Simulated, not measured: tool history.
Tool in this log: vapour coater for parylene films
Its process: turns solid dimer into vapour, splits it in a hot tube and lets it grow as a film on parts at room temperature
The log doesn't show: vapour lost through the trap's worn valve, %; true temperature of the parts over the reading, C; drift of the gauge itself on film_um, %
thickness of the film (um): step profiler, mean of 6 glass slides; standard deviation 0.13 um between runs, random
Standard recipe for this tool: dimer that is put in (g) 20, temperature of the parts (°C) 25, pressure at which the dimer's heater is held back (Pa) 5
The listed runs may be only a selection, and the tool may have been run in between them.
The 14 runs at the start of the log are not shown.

| run | day | dimer that is put in (g) | temperature of the parts (°C) | pressure at which the dimer's heater is held back (Pa) | hours of work since the trap's valve was overhauled | hours of work since the table's thermometer was calibrated | thickness of the film (um) |
|---|---|---|---|---|---|---|---|
| 15 | 10.862 | 20 | 19 | 5 | 100 | 422 | 18.76 |
| 16 | 11.458 | 20 | 19 | 5 | 110 | 432 | 18.67 |
| 17 | 12.529 | 10 | 25 | 5 | 127 | 449 | 8.2 |
| 18 | 13.283 | 13 | 25 | 5 | 139 | 461 | 10.54 |
| 19 | 14.146 | 27 | 31 | 2.76 | 153 | 475 | 19.8 |
| 20 | 15.267 | 27 | 31 | 2.76 | 171 | 493 | 19.67 |
| 21 | 15.733 | 27 | 31 | 2.76 | 178 | 500 | 19.8 |
| 22 | 16.204 | 12 | 20 | 2.76 | 186 | 508 | 11.13 |
| 23 | 16.983 | 20 | 34 | 5 | 199 | 521 | 13.02 |
| 24 | 17.729 | 17 | 18 | 6.15 | 211 | 533 | 15.93 |
| 25 | 18.725 | 17 | 18 | 6.15 | 227 | 549 | 15.79 |
| 26 | 19.496 | 20 | 25 | 5.41 | 239 | 561 | 16.16 |
| 27 | 20.496 | 20 | 25 | 8.58 | 255 | 577 | 15.53 |
| 28 | 21.312 | 33 | 27 | 7.55 | 268 | 590 | 24.83 |
| 29 | 21.842 | 27 | 21 | 11.56 | 277 | 599 | 21.96 |
| 30 | 22.921 | 31 | 25 | 5.72 | 294 | 616 | 24.24 |
| 31 | 23.921 | 10 | 30 | 2.84 | 310 | 632 | 7.37 |
| 32 | 24.454 | 20 | 19 | 3.06 | 319 | 641 | 18.77 |
| 33 | 25.225 | 20 | 19 | 3.06 | 331 | 653 | 18.97 |
| 34 | 25.954 | 20 | 19 | 3.01 | 343 | 665 | 18.64 |
| 35 | 26.808 | 20 | 21 | 5.08 | 357 | 679 | 17.32 |

Alternative continuations, all from the tool just after run 35; predict every row:
| A | 27.417 | 11 | 20 | 5.08 | 367 | 689 | ? |
| B | 27.417 | 29 | 26 | 5 | 367 | 689 | ? |
| C | 27.417 | 9 | 20 | 4.39 | 367 | 689 | ? |

| run | thickness of the film (um) |
|---|---|
| A | 9.67 |
| B | 22.6 |
| C | 8 |
Without the tool's unlogged condition, the same runs would have read:
| run | thickness of the film (um) |
|---|---|
| A | 10.02 |
| B | 23.42 |
| C | 8.28 |
